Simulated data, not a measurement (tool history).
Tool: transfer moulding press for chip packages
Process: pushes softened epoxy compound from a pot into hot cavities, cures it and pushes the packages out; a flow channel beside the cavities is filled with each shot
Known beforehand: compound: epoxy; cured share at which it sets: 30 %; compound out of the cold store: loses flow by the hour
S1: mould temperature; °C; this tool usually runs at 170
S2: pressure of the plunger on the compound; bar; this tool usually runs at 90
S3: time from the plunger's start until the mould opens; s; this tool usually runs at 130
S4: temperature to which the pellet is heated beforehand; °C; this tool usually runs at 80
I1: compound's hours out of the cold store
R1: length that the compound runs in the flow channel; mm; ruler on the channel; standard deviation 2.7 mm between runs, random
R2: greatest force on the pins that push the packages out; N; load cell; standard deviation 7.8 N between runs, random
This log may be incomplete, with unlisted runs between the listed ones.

| run | hour | S1 | S2 | S3 | S4 | I1 | R1 | R2 |
|---|---|---|---|---|---|---|---|---|
| 1 | 0 | 170 | 90 | 130 | 80 | 9.7 | 641 | 409 |
| 2 | 8.7 | 170 | 90 | 130 | 80 | 15.1 | 628 | 481 |
| 3 | 14.3 | 170 | 90 | 130 | 80 | 15.2 | 632 | 511 |
| 4 | 19.5 | 170 | 90 | 130 | 80 | 15.5 | 631 | 534 |
| 5 | 27.6 | 170 | 90 | 130 | 80 | 29.8 | 596 | 566 |
| 6 | 33.1 | 170 | 90 | 130 | 80 | 11 | 639 | 590 |
| 7 | 42.7 | 176 | 90 | 130 | 80 | 10.3 | 619 | 493 |
| 8 | 51.3 | 176 | 90 | 130 | 80 | 28.8 | 585 | 506 |
|  | 53.9 | mould's thermocouples calibrated |
| 9 | 62.8 | 170 | 90 | 130 | 75 | 19.5 | 617 | 667 |
| 10 | 70.4 | 170 | 91.8 | 120 | 80 | 46.9 | 568 | 744 |
|  | 74 | cavities cleaned with cleaning compound and waxed |
|  | 81.6 | mould's thermocouples calibrated, once more |
| 11 | 82.5 | 166 | 80.3 | 116 | 74 | 46.9 | 537 | 621 |
| 12 | 88.8 | 175 | 73.2 | 114 | 84 | 42.9 | 496 | 403 |
| 13 | 93.3 | 175 | 73.2 | 114 | 84 | 18.2 | 549 | 444 |
| 14 | 100.1 | 170 | 91.5 | 130 | 89 | 11.4 | 640 | 496 |
| 15 | 107.5 | 171 | 90 | 130 | 83 | 27.1 | 591 | 509 |
| 16 | 113.9 | 166 | 109.9 | 136 | 83 | 43.2 | 636 | 642 |
| 17 | 120.1 | 166 | 109.9 | 136 | 83 | 21.5 | 677 | 671 |

3 options for the next run, each taken on its own from the tool as it stands now. Forecast them:
| A | 126.6 | 167 | 109.9 | 136 | 72 | 39.2 | ? | ? |
| B | 126.6 | 162 | 109.9 | 136 | 83 | 27.6 | ? | ? |
| C | 126.6 | 178 | 83.5 | 130 | 80 | 11.5 | ? | ? |

| run | R1 | R2 |
|---|---|---|
| A | 640 | 669 |
| B | 677 | 930 |
| C | 581 | 483 |
Had the tool no hidden state, the same runs would have come out as:
| run | R1 | R2 |
|---|---|---|
| A | 687 | 366 |
| B | 727 | 510 |
| C | 624 | 268 |
